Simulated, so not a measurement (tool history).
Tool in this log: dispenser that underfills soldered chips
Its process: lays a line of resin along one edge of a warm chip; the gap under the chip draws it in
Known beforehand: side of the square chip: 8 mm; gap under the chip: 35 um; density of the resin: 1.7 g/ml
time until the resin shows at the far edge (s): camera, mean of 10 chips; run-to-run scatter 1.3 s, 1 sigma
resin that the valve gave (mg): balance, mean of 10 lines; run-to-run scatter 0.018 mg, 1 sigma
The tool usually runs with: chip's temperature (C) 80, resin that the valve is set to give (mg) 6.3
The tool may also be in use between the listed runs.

run,day,chip's temperature (C),resin that the valve is set to give (mg),time until the resin shows at the far edge (s),resin that the valve gave (mg)
1,0,80,6.3,137.1,6.18
2,0.2,80,6.3,160,6.19
3,0.571,80,6.3,156.8,6.15
4,0.854,80,7.46,141.7,7.29
5,1.188,67,6.3,243.4,6.15
6,1.533,80,6.3,126.8,6.1
7,1.946,76,6.3,155.1,6.12
8,2.383,76,6.3,163.4,6.09
9,2.883,76,6.3,172.9,6.26
10,3.242,76,6.3,170.6,6.25
11,3.679,76,6.3,174,6.22
12,3.979,80,6.3,140.5,6.2
13,4.246,80,6.3,170.9,6.19
14,4.65,80,6.3,168.9,6.17
15,4.975,80,6.3,157.2,6.16
16,5.396,80,5.75,160.8,5.58
17,5.85,95,6.12,86.8,5.92
18,6.346,95,6.12,69.5,5.86
19,6.588,86,8.11,119.8,7.81
20,6.938,86,8.11,117,7.76
21,7.196,89,7.97,94.4,7.63
22,7.7,72,6.26,222.7,6.25
23,8.125,87,6.3,112.5,6.28

Between the runs listed above, the log contained 22 entries, not reproduced here. Where in the sequence does each belong, and how does what the log doesn't record of the tool's condition differ from the listed run before to the listed run after?
Logged between run 2 and run 3: new syringe of resin (day 0.3)
  resin's viscosity, % of fresh resin's: 130.1 -> 123.9; dose that the valve gives, % of what is set: 98.08 -> 97.72; true chip temperature over the reading, C: 0.11 -> 0.09
  measured minus no-state result, time until the resin shows at the far edge (s): +36.6 -> +30; resin that the valve gave (mg): -0.12 -> -0.14
Logged between run 3 and run 4: new syringe of resin (day 0.696)
  resin's viscosity, % of fresh resin's: 123.9 -> 114.1; dose that the valve gives, % of what is set: 97.72 -> 97.47; true chip temperature over the reading, C: 0.09 -> 0.08
  measured minus no-state result, time until the resin shows at the far edge (s): +30 -> +17.1; resin that the valve gave (mg): -0.14 -> -0.19
Logged between run 4 and run 5: new syringe of resin (day 1.096)
  resin's viscosity, % of fresh resin's: 114.1 -> 107; dose that the valve gives, % of what is set: 97.47 -> 97.19; true chip temperature over the reading, C: 0.08 -> 0.07
  measured minus no-state result, time until the resin shows at the far edge (s): +17.1 -> +15.8; resin that the valve gave (mg): -0.19 -> -0.18
Logged between run 5 and run 6: new syringe of resin (day 1.504)
  resin's viscosity, % of fresh resin's: 107 -> 101.7; dose that the valve gives, % of what is set: 97.19 -> 96.86; true chip temperature over the reading, C: 0.07 -> 0.05
  measured minus no-state result, time until the resin shows at the far edge (s): +15.8 -> +2.3; resin that the valve gave (mg): -0.18 -> -0.2
Logged between run 6 and run 7: new syringe of resin (day 1.9)
  resin's viscosity, % of fresh resin's: 101.7 -> 102.6; dose that the valve gives, % of what is set: 96.86 -> 96.51; true chip temperature over the reading, C: 0.05 -> 0.03
  measured minus no-state result, time until the resin shows at the far edge (s): +2.3 -> +4.3; resin that the valve gave (mg): -0.2 -> -0.22
Logged between run 7 and run 8: new syringe of resin (day 2.292)
  resin's viscosity, % of fresh resin's: 102.6 -> 108.9; dose that the valve gives, % of what is set: 96.51 -> 96.12; true chip temperature over the reading, C: 0.03 -> 0.01
  measured minus no-state result, time until the resin shows at the far edge (s): +4.3 -> +13.9; resin that the valve gave (mg): -0.22 -> -0.24
Logged between run 8 and run 9: new syringe of resin (day 2.679); dispensing valve cleaned and set on the balance (day 2.796)
  resin's viscosity, % of fresh resin's: 108.9 -> 114.8; dose that the valve gives, % of what is set: 96.12 -> 99.67; true chip temperature over the reading, C: 0.01 -> -0.01
  measured minus no-state result, time until the resin shows at the far edge (s): +13.9 -> +22.5; resin that the valve gave (mg): -0.24 -> -0.02
Logged between run 9 and run 10: new syringe of resin (day 3.104)
  resin's viscosity, % of fresh resin's: 114.8 -> 113.2; dose that the valve gives, % of what is set: 99.67 -> 99.32; true chip temperature over the reading, C: -0.01 -> -0.02
  measured minus no-state result, time until the resin shows at the far edge (s): +22.5 -> +20; resin that the valve gave (mg): -0.02 -> -0.05
Logged between run 10 and run 11: new syringe of resin (day 3.5)
  resin's viscosity, % of fresh resin's: 113.2 -> 116.7; dose that the valve gives, % of what is set: 99.32 -> 98.88; true chip temperature over the reading, C: -0.02 -> -0.03
  measured minus no-state result, time until the resin shows at the far edge (s): +20 -> +25.3; resin that the valve gave (mg): -0.05 -> -0.07
Logged between run 11 and run 12: new syringe of resin (day 3.883)
  resin's viscosity, % of fresh resin's: 116.7 -> 110.1; dose that the valve gives, % of what is set: 98.88 -> 98.62; true chip temperature over the reading, C: -0.03 -> -0.05
  measured minus no-state result, time until the resin shows at the far edge (s): +25.3 -> +13.3; resin that the valve gave (mg): -0.07 -> -0.09
Logged between run 13 and run 14: new syringe of resin (day 4.292)
  resin's viscosity, % of fresh resin's: 136.1 -> 133.5; dose that the valve gives, % of what is set: 98.37 -> 97.97; true chip temperature over the reading, C: -0.06 -> -0.08
  measured minus no-state result, time until the resin shows at the far edge (s): +46 -> +43; resin that the valve gave (mg): -0.1 -> -0.13
Logged between run 14 and run 15: new syringe of resin (day 4.696)
  resin's viscosity, % of fresh resin's: 133.5 -> 125.6; dose that the valve gives, % of what is set: 97.97 -> 97.68; true chip temperature over the reading, C: -0.08 -> -0.09
  measured minus no-state result, time until the resin shows at the far edge (s): +43 -> +32.8; resin that the valve gave (mg): -0.13 -> -0.14
Logged between run 15 and run 16: new syringe of resin (day 5.088)
  resin's viscosity, % of fresh resin's: 125.6 -> 126.2; dose that the valve gives, % of what is set: 97.68 -> 97.29; true chip temperature over the reading, C: -0.09 -> -0.11
  measured minus no-state result, time until the resin shows at the far edge (s): +32.8 -> +34.6; resin that the valve gave (mg): -0.14 -> -0.16
Logged between run 16 and run 17: new syringe of resin (day 5.496)
  resin's viscosity, % of fresh resin's: 126.2 -> 131.6; dose that the valve gives, % of what is set: 97.29 -> 96.88; true chip temperature over the reading, C: -0.11 -> -0.13
  measured minus no-state result, time until the resin shows at the far edge (s): +34.6 -> +21.4; resin that the valve gave (mg): -0.16 -> -0.19
Logged between run 17 and run 18: new syringe of resin (day 5.883); new syringe of resin (day 6.271)
  resin's viscosity, % of fresh resin's: 131.6 -> 104.2; dose that the valve gives, % of what is set: 96.88 -> 96.43; true chip temperature over the reading, C: -0.13 -> -0.14
  measured minus no-state result, time until the resin shows at the far edge (s): +21.4 -> +3.4; resin that the valve gave (mg): -0.19 -> -0.22
Logged between run 19 and run 20: new syringe of resin (day 6.662)
  resin's viscosity, % of fresh resin's: 126.2 -> 122.9; dose that the valve gives, % of what is set: 96.17 -> 95.87; true chip temperature over the reading, C: -0.15 -> -0.17
  measured minus no-state result, time until the resin shows at the far edge (s): +25.5 -> +22.6; resin that the valve gave (mg): -0.3 -> -0.33
Logged between run 20 and run 21: new syringe of resin (day 7.046)
  resin's viscosity, % of fresh resin's: 122.9 -> 113.8; dose that the valve gives, % of what is set: 95.87 -> 95.61; true chip temperature over the reading, C: -0.17 -> -0.18
  measured minus no-state result, time until the resin shows at the far edge (s): +22.6 -> +12.1; resin that the valve gave (mg): -0.33 -> -0.36
Logged between run 21 and run 22: new syringe of resin (day 7.433); dispensing valve cleaned and set on the balance (day 7.504)
  resin's viscosity, % of fresh resin's: 113.8 -> 121.6; dose that the valve gives, % of what is set: 95.61 -> 99.74; true chip temperature over the reading, C: -0.18 -> -0.2
  measured minus no-state result, time until the resin shows at the far edge (s): +12.1 -> +41.2; resin that the valve gave (mg): -0.36 -> -0.02
Logged between run 22 and run 23: new syringe of resin (day 7.862)
  resin's viscosity, % of fresh resin's: 121.6 -> 123.3; dose that the valve gives, % of what is set: 99.74 -> 99.38; true chip temperature over the reading, C: -0.2 -> -0.21
  measured minus no-state result, time until the resin shows at the far edge (s): +41.2 -> +22.1; resin that the valve gave (mg): -0.02 -> -0.04
